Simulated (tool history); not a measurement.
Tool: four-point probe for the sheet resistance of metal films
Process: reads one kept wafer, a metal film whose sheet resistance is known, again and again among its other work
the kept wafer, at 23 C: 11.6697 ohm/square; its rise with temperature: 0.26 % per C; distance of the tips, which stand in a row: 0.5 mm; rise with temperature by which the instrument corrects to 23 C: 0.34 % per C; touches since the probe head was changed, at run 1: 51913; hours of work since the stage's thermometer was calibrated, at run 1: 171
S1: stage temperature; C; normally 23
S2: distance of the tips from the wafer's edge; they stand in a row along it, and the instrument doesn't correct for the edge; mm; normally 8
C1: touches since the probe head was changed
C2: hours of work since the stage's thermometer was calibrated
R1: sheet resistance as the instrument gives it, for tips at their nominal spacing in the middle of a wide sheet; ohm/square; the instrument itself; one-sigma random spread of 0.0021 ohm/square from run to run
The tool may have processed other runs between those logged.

Run 1, hour 0.0: usual settings; C1 51913; C2 171. Result: R1 11.674200 ohm/square.
Run 2, hour 17.7: usual settings but S1 21 C; C1 52628; C2 185. Result: R1 11.694701 ohm/square.
Run 3, hour 48.1: usual settings but S1 31 C; C1 53860; C2 209. Result: R1 11.592969 ohm/square.
Run 4, hour 64.9: usual settings but S1 31 C; C1 54539; C2 222. Result: R1 11.594463 ohm/square.
Run 5, hour 92.2: usual settings but S1 33 C; C1 55641; C2 244. Result: R1 11.576546 ohm/square.
Run 6, hour 115.2: usual settings but S1 33 C; C1 56575; C2 263. Result: R1 11.578461 ohm/square.
Run 7, hour 140.8: usual settings; C1 57610; C2 283. Result: R1 11.671427 ohm/square.
Run 8, hour 169.2: usual settings; C1 58758; C2 306. Result: R1 11.664710 ohm/square.
Run 9, hour 199.9: usual settings but S1 24 C, S2 6 mm; C1 59999; C2 330. Result: R1 11.679227 ohm/square.
Run 10, hour 216.3: usual settings but S1 24 C, S2 6 mm; C1 60665; C2 343. Result: R1 11.677465 ohm/square.
At hour 219.2: stage's thermometer calibrated.
Run 11, hour 245.7: usual settings but S1 24 C, S2 6 mm; C1 61833; C2 21. Result: R1 11.675483 ohm/square.
Run 12, hour 274.0: usual settings but S1 24 C, S2 6 mm; C1 62979; C2 44. Result: R1 11.677293 ohm/square.
Run 13, hour 296.8: usual settings but S1 25 C, S2 21 mm; C1 63901; C2 62. Result: R1 11.627583 ohm/square.
Run 14, hour 323.2: usual settings but S1 25 C, S2 21 mm; C1 64969; C2 83. Result: R1 11.625537 ohm/square.
Run 15, hour 346.5: usual settings but S1 22 C, S2 37 mm; C1 65910; C2 101. Result: R1 11.653444 ohm/square.
At hour 367.5: stage's thermometer calibrated, once more.
Run 16, hour 367.5: usual settings but S1 22 C, S2 37 mm; C1 66740; C2 0. Result: R1 11.644330 ohm/square.

Predict each of these 5 candidate next runs independently; none follows another, all start after run 16:
Run A, hour 396.6: usual settings but S2 6 mm; C1 67917; C2 23. Result: R1 ?.
Run B, hour 396.6: usual settings but S1 25 C, S2 35 mm; C1 67917; C2 23. Result: R1 ?.
Run C, hour 396.6: usual settings but S1 22 C, S2 10 mm; C1 67917; C2 23. Result: R1 ?.
Run D, hour 396.6: usual settings but S1 28 C, S2 4 mm; C1 67917; C2 23. Result: R1 ?.
Run E, hour 396.6: usual settings but S1 24 C, S2 20 mm; C1 67917; C2 23. Result: R1 ?.

run         R1
  A  11.669347
  B  11.609997
  C  11.656165
  D  11.680390
  E  11.623265
What these runs would have given with no unlogged condition in the tool:
run         R1
  A  11.708189
  B  11.648647
  C  11.694973
  D  11.719241
  E  11.661960

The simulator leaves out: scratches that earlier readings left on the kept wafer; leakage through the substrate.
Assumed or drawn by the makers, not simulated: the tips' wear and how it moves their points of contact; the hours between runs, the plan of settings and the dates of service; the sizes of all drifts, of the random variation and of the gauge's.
